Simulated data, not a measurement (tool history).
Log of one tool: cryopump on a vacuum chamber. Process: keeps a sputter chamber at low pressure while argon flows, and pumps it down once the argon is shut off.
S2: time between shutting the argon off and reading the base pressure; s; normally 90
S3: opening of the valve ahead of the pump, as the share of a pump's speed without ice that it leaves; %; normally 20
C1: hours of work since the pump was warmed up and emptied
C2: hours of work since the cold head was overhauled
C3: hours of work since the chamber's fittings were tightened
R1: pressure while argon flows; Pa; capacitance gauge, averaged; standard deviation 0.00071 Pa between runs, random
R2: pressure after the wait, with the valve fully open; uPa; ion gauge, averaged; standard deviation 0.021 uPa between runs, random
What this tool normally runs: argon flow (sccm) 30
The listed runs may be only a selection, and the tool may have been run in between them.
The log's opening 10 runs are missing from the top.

Run 11, hour 239.9: usual settings but argon flow (sccm) 24; C1 215; C2 215; C3 906. Result: R1 0.1052 Pa, R2 1.13 uPa.
Run 12, hour 263.3: usual settings; C1 234; C2 234; C3 925. Result: R1 0.1315 Pa, R2 1.16 uPa.
Run 13, hour 287.9: usual settings; C1 254; C2 254; C3 945. Result: R1 0.1312 Pa, R2 1.18 uPa.
Run 14, hour 310.2: usual settings; C1 272; C2 272; C3 963. Result: R1 0.1321 Pa, R2 1.23 uPa.
Run 15, hour 323.2: usual settings but S3 15 %; C1 282; C2 282; C3 973. Result: R1 0.1730 Pa, R2 1.28 uPa.
Run 16, hour 350.7: usual settings but S3 15 %; C1 305; C2 305; C3 996. Result: R1 0.1761 Pa, R2 1.31 uPa.
Run 17, hour 381.8: usual settings but S3 15 %; C1 330; C2 330; C3 1021. Result: R1 0.1756 Pa, R2 1.32 uPa.
Run 18, hour 411.3: usual settings but argon flow (sccm) 13, S2 30 s, S3 19 %; C1 354; C2 354; C3 1045. Result: R1 0.0602 Pa, R2 1.85 uPa.
Run 19, hour 441.3: usual settings but argon flow (sccm) 18, S2 28 s, S3 28 %; C1 378; C2 378; C3 1069. Result: R1 0.0578 Pa, R2 1.96 uPa.
Run 20, hour 454.1: usual settings but argon flow (sccm) 18, S2 28 s, S3 28 %; C1 389; C2 389; C3 1080. Result: R1 0.0588 Pa, R2 2.03 uPa.
Run 21, hour 477.5: usual settings but argon flow (sccm) 20, S2 35 s, S3 42 %; C1 408; C2 408; C3 1099. Result: R1 0.0450 Pa, R2 1.85 uPa.
Run 22, hour 496.3: usual settings but argon flow (sccm) 20, S2 41 s, S3 27 %; C1 423; C2 423; C3 1114. Result: R1 0.0677 Pa, R2 1.78 uPa.
Run 23, hour 512.1: usual settings but argon flow (sccm) 27; C1 436; C2 436; C3 1127. Result: R1 0.1212 Pa, R2 1.48 uPa.
Run 24, hour 532.5: usual settings but S3 56 %; C1 453; C2 453; C3 1143. Result: R1 0.0521 Pa, R2 1.53 uPa.
Run 25, hour 545.6: usual settings but argon flow (sccm) 13, S2 107 s, S3 56 %; C1 463; C2 463; C3 1154. Result: R1 0.0223 Pa, R2 1.49 uPa.
Run 26, hour 569.4: usual settings but S2 125 s, S3 19 %; C1 483; C2 483; C3 1173. Result: R1 0.1416 Pa, R2 1.52 uPa.
At hour 586.6: pump warmed up, emptied and cooled again.
Run 27, hour 588.1: usual settings but S2 125 s, S3 19 %; C1 1; C2 494; C3 1185. Result: R1 0.1351 Pa, R2 1.23 uPa.
Run 28, hour 611.6: usual settings but S2 125 s, S3 19 %; C1 20; C2 513; C3 1204. Result: R1 0.1355 Pa, R2 1.22 uPa.
Run 29, hour 636.3: usual settings but argon flow (sccm) 34, S2 41 s, S3 26 %; C1 40; C2 533; C3 1224. Result: R1 0.1125 Pa, R2 1.65 uPa.
Run 30, hour 657.4: usual settings but argon flow (sccm) 40, S2 41 s, S3 21 %; C1 58; C2 550; C3 1241. Result: R1 0.1637 Pa, R2 1.69 uPa.
Run 31, hour 672.5: usual settings but argon flow (sccm) 40, S2 41 s, S3 21 %; C1 70; C2 562; C3 1253. Result: R1 0.1621 Pa, R2 1.69 uPa.
Run 32, hour 704.2: usual settings but argon flow (sccm) 40, S2 41 s, S3 21 %; C1 96; C2 588; C3 1279. Result: R1 0.1633 Pa, R2 1.76 uPa.
Run 33, hour 721.6: usual settings but argon flow (sccm) 40, S2 41 s, S3 21 %; C1 110; C2 602; C3 1293. Result: R1 0.1648 Pa, R2 1.73 uPa.

What if the next run were any one of these 3? Each begins from the tool's condition after run 33:
Run A, hour 748.0: usual settings but argon flow (sccm) 40, S2 225 s, S3 23 %; C1 131; C2 624; C3 1315. Result: R1 ?, R2 ?.
Run B, hour 748.0: usual settings but argon flow (sccm) 50, S2 41 s, S3 21 %; C1 131; C2 624; C3 1315. Result: R1 ?, R2 ?.
Run C, hour 748.0: usual settings but argon flow (sccm) 35; C1 131; C2 624; C3 1315. Result: R1 ?, R2 ?.

run      R1    R2
  A  0.1492  1.27
  B  0.2065  1.79
  C  0.1519  1.47
Had the tool no hidden state, the same runs would have come out as:
run      R1    R2
  A  0.1467  0.26
  B  0.2033  0.77
  C  0.1497  0.44

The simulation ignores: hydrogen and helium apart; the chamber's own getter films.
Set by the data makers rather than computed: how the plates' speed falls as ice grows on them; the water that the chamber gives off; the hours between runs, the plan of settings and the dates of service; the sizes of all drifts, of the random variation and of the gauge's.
